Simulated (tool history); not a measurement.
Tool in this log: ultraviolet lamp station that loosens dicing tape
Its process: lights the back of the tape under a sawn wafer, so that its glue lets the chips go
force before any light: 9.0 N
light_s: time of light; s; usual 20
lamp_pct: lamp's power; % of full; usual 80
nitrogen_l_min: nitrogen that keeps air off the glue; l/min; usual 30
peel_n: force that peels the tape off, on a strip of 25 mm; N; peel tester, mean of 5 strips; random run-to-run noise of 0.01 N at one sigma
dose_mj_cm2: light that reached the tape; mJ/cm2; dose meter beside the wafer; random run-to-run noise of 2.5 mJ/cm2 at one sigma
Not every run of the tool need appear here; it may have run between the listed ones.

run,hour,light_s,lamp_pct,nitrogen_l_min,peel_n,dose_mj_cm2
1,0,20,80,30,0.528,264
2,9.8,20,80,20,0.744,266
3,18.7,20,80,30,0.525,265
4,28.9,14,80,30,1.131,184
5,42.3,14,80,30,1.15,185
6,52.5,14,80,30,1.11,189
7,61.9,20,80,26,0.599,263
8,68.8,20,80,30,0.528,268
# hour 75.3: window cleaned of glue's vapour
9,77.1,30,80,30,0.215,420
10,87.1,20,63,30,0.798,216
11,101.9,20,63,30,0.808,221
12,113.2,20,63,30,0.786,221
13,127.6,20,80,30,0.498,277
14,142.2,20,80,30,0.489,278
15,154.9,20,80,30,0.466,278
16,166.7,20,80,30,0.475,277
17,179.3,20,80,30,0.485,276
18,190.2,12,80,30,1.439,165
19,203.6,12,80,30,1.38,165
20,210.3,20,95,30,0.333,328
21,223.5,20,80,30,0.481,276
22,230.6,20,80,30,0.494,274
23,238.4,13,95,30,0.864,210
24,251.1,20,94,34,0.328,321
25,262.6,35,94,34,0.177,558
26,273.1,21,79,34,0.414,282
27,287.8,21,79,34,0.41,276
28,300.7,21,79,34,0.406,278
29,314.5,21,79,34,0.432,282
30,325.8,19,80,30,0.557,257
31,339.6,19,80,14,1.092,258
32,347.1,15,80,16,1.47,203
33,355.2,26,92,9,0.596,403
34,362.8,26,92,9,0.594,400
35,373.6,38,98,15,0.195,627
36,383.9,14,74,15,2.017,175
37,395,14,90,29,0.87,209
38,409.7,11,80,10,2.978,148
39,420.6,11,80,10,2.992,149
40,433.1,11,80,10,3.043,146
41,441.2,15,80,47,0.708,201
42,454.7,15,80,47,0.729,195
43,465.8,15,80,47,0.708,191
44,474.3,19,96,21,0.515,303

Alternative continuations, all from the tool just after run 44; predict every row:
A,484,11,68,10,?,?
B,484,16,96,30,?,?
C,484,14,79,46,?,?

run,peel_n,dose_mj_cm2
A,3.429,123
B,0.569,254
C,0.862,184
What these runs would have given with no unlogged condition in the tool:
run,peel_n,dose_mj_cm2
A,3.124,136
B,0.461,280
C,0.705,202
